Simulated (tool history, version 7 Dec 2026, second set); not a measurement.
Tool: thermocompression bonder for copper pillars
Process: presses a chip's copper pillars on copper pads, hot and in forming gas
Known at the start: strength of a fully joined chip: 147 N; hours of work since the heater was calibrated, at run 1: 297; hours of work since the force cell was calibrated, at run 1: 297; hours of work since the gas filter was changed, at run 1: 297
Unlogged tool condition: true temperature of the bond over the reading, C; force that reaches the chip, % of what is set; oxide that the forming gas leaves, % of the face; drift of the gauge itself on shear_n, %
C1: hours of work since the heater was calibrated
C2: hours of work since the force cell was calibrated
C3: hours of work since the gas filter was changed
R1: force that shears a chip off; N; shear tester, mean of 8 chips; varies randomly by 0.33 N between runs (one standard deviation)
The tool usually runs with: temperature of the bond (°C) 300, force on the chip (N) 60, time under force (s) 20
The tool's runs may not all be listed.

run 1 hour=0.0 | temperature_of_the_bond_(°C)=300 force_on_the_chip_(N)=60 time_under_force_(s)=20 | C1=297 C2=297 C3=297 | R1=100.5
-- hour=20.8 forming gas filter changed
run 2 hour=45.4 | temperature_of_the_bond_(°C)=300 force_on_the_chip_(N)=60 time_under_force_(s)=17 | C1=320 C2=320 C3=13 | R1=99.4
run 3 hour=83.8 | temperature_of_the_bond_(°C)=300 force_on_the_chip_(N)=60 time_under_force_(s)=17 | C1=340 C2=340 C3=33 | R1=100.0
run 4 hour=127.9 | temperature_of_the_bond_(°C)=300 force_on_the_chip_(N)=60 time_under_force_(s)=17 | C1=363 C2=363 C3=56 | R1=99.1
run 5 hour=153.0 | temperature_of_the_bond_(°C)=300 force_on_the_chip_(N)=60 time_under_force_(s)=17 | C1=376 C2=376 C3=69 | R1=99.9
run 6 hour=212.3 | temperature_of_the_bond_(°C)=300 force_on_the_chip_(N)=60 time_under_force_(s)=17 | C1=407 C2=407 C3=100 | R1=100.0
run 7 hour=272.4 | temperature_of_the_bond_(°C)=300 force_on_the_chip_(N)=60 time_under_force_(s)=20 | C1=438 C2=438 C3=131 | R1=104.0
run 8 hour=315.7 | temperature_of_the_bond_(°C)=300 force_on_the_chip_(N)=60 time_under_force_(s)=20 | C1=461 C2=461 C3=153 | R1=104.2
-- hour=321.2 force cell calibrated
run 9 hour=368.6 | temperature_of_the_bond_(°C)=300 force_on_the_chip_(N)=60 time_under_force_(s)=20 | C1=487 C2=25 C3=180 | R1=103.7
-- hour=417.1 heater calibrated with a thermocouple chip
run 10 hour=418.7 | temperature_of_the_bond_(°C)=300 force_on_the_chip_(N)=60 time_under_force_(s)=20 | C1=1 C2=50 C3=205 | R1=95.4
run 11 hour=447.5 | temperature_of_the_bond_(°C)=300 force_on_the_chip_(N)=78 time_under_force_(s)=20 | C1=16 C2=65 C3=220 | R1=104.7
run 12 hour=476.9 | temperature_of_the_bond_(°C)=324 force_on_the_chip_(N)=70 time_under_force_(s)=15 | C1=31 C2=80 C3=235 | R1=106.7
run 13 hour=505.2 | temperature_of_the_bond_(°C)=275 force_on_the_chip_(N)=43 time_under_force_(s)=15 | C1=46 C2=95 C3=250 | R1=61.9
run 14 hour=549.0 | temperature_of_the_bond_(°C)=271 force_on_the_chip_(N)=57 time_under_force_(s)=32 | C1=69 C2=117 C3=273 | R1=87.3
-- hour=587.0 force cell calibrated, once more
run 15 hour=593.0 | temperature_of_the_bond_(°C)=271 force_on_the_chip_(N)=52 time_under_force_(s)=32 | C1=91 C2=3 C3=295 | R1=86.1
-- hour=617.3 forming gas filter changed
run 16 hour=635.1 | temperature_of_the_bond_(°C)=271 force_on_the_chip_(N)=52 time_under_force_(s)=32 | C1=112 C2=25 C3=9 | R1=89.6
run 17 hour=682.1 | temperature_of_the_bond_(°C)=301 force_on_the_chip_(N)=60 time_under_force_(s)=20 | C1=137 C2=49 C3=34 | R1=102.9
run 18 hour=736.6 | temperature_of_the_bond_(°C)=301 force_on_the_chip_(N)=60 time_under_force_(s)=20 | C1=165 C2=78 C3=62 | R1=102.0
run 19 hour=793.4 | temperature_of_the_bond_(°C)=301 force_on_the_chip_(N)=65 time_under_force_(s)=20 | C1=195 C2=107 C3=92 | R1=105.1

Predict each of these 3 candidate next runs independently; none follows another, all start after run 19:
run A hour=820.4 | temperature_of_the_bond_(°C)=300 force_on_the_chip_(N)=38 time_under_force_(s)=20 | C1=209 C2=121 C3=106 | R1=?
run B hour=820.4 | temperature_of_the_bond_(°C)=310 force_on_the_chip_(N)=37 time_under_force_(s)=20 | C1=209 C2=121 C3=106 | R1=?
run C hour=820.4 | temperature_of_the_bond_(°C)=300 force_on_the_chip_(N)=60 time_under_force_(s)=25 | C1=209 C2=121 C3=106 | R1=?

run=A R1=87.3
run=B R1=92.6
run=C R1=107.2
With no hidden state in the tool, these same runs would have given:
run=A R1=85.6
run=B R1=91.0
run=C R1=105.8
